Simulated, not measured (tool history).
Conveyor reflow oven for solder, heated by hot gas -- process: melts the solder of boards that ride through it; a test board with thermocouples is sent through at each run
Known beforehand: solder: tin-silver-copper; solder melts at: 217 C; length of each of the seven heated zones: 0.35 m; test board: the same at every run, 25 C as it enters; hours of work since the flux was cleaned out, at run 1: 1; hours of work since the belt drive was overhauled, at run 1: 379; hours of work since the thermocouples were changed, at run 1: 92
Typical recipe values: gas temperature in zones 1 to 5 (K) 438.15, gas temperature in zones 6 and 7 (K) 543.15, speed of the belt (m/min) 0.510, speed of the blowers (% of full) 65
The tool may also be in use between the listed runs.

run    hour  gas temperature in zones 1 to 5 (K)  gas temperature in zones 6 and 7 (K)  speed of the belt (m/min)  speed of the blowers (% of full)  hours of work since the flux was cleaned out  hours of work since the belt drive was overhauled  hours of work since the thermocouples were changed  highest temperature of the board (K)  time above the solder's melting point (s)
  1     0.0                               438.15                                543.15                      0.510                                65                                             1                                                379                                                  92                                531.05                                       65.2
  2    89.0                               438.15                                543.15                      0.510                                65                                            61                                                439                                                 152                                530.85                                       64.9
  3   172.1                               438.15                                543.15                      0.510                                65                                           117                                                495                                                 207                                530.75                                       64.8
  4   251.2                               438.15                                544.15                      0.510                                65                                           170                                                548                                                 261                                531.35                                       64.7
  5   338.7                               450.15                                543.15                      0.510                                65                                           229                                                607                                                 320                                532.15                                       69.5
  6   404.8                               450.15                                543.15                      0.510                                65                                           274                                                652                                                 364                                532.15                                       70.2
  7   476.5                               438.15                                553.15                      0.510                                65                                           322                                                700                                                 413                                539.85                                       70.0
      506.5  -- belt drive overhauled, speed set with a stopwatch
  8   551.5                               438.15                                553.15                      0.510                                65                                           370                                                 30                                                 460                                539.05                                       68.5
  9   607.6                               438.15                                553.15                      0.510                                65                                           408                                                 68                                                 498                                539.35                                       68.0
 10   698.8                               438.15                                543.15                      0.510                                65                                           469                                                130                                                 560                                530.25                                       62.4
      741.8  -- flux residue cleaned out of gas plates and filters
 11   761.3                               438.15                                543.15                      0.510                                65                                            13                                                168                                                 598                                527.95                                       61.0
 12   809.5                               438.15                                543.15                      0.510                                65                                            46                                                201                                                 631                                528.55                                       61.5
 13   852.8                               438.15                                543.15                      0.510                                65                                            75                                                230                                                 660                                527.65                                       60.6
 14   939.3                               438.15                                543.15                      0.510                                65                                           133                                                288                                                 718                                528.05                                       60.4
      982.4  -- flux residue cleaned out of gas plates and filters, once more
 15  1008.3                               438.15                                543.15                      0.510                                65                                            17                                                331                                                 761                                532.65                                       65.4
 16  1067.3                               438.15                                543.15                      0.510                                65                                            57                                                371                                                 801                                532.55                                       65.5
 17  1111.8                               432.15                                547.15                      0.419                                69                                            87                                                401                                                 831                                541.65                                       85.4
 18  1158.5                               432.15                                549.15                      0.565                                57                                           119                                                433                                                 863                                531.15                                       54.4
 19  1217.1                               438.15                                553.15                      0.483                                65                                           158                                                472                                                 902                                543.65                                       75.7
 20  1294.9                               438.15                                553.15                      0.483                                65                                           211                                                524                                                 955                                543.55                                       76.1
 21  1389.3                               438.15                                539.15                      0.510                                69                                           274                                                588                                                1018                                529.25                                       63.9
 22  1443.8                               427.15                                539.15                      0.557                                69                                           311                                                625                                                1055                                524.95                                       51.5
 23  1491.9                               427.15                                539.15                      0.557                                69                                           343                                                657                                                1087                                525.35                                       51.1
 24  1575.3                               427.15                                539.15                      0.557                                69                                           399                                                713                                                1143                                524.95                                       51.5
     1586.5  -- belt drive overhauled, speed set with a stopwatch
 25  1640.6                               427.15                                539.15                      0.557                                70                                           441                                                 36                                                1185                                524.45                                       49.7
     1696.2  -- thermocouples of zones 6 and 7 changed
     1724.7  -- flux residue cleaned out of gas plates and filters
 26  1728.0                               427.15                                539.15                      0.557                                70                                             2                                                 91                                                  18                                524.05                                       50.1
 27  1819.0                               427.15                                539.15                      0.557                                70                                            64                                                152                                                  79                                524.35                                       49.9
 28  1904.1                               438.15                                549.15                      0.510                                58                                           121                                                209                                                 137                                534.15                                       64.5
 29  1978.1                               438.15                                549.15                      0.510                                58                                           171                                                259                                                 187                                534.05                                       65.9
 30  2069.6                               438.15                                549.15                      0.521                                70                                           232                                                321                                                 248                                536.15                                       66.6

Predict each of these 4 candidate next runs independently; none follows another, all start after run 30:
  A  2138.1                               438.15                                555.15                      0.510                                65                                           279                                                367                                                 294                                     ?                                          ?
  B  2138.1                               449.15                                531.15                      0.517                                65                                           279                                                367                                                 294                                     ?                                          ?
  C  2138.1                               438.15                                537.15                      0.521                                83                                           279                                                367                                                 294                                     ?                                          ?
  D  2138.1                               438.15                                546.15                      0.420                                59                                           279                                                367                                                 294                                     ?                                          ?

run  highest temperature of the board (K)  time above the solder's melting point (s)
  A                                541.55                                       69.6
  B                                520.45                                       59.5
  C                                527.25                                       61.0
  D                                536.75                                       83.6
Without the tool's hidden state the same runs would have given:
run  highest temperature of the board (K)  time above the solder's melting point (s)
  A                                542.15                                       69.4
  B                                520.85                                       59.8
  C                                527.95                                       61.5
  D                                536.95                                       83.2
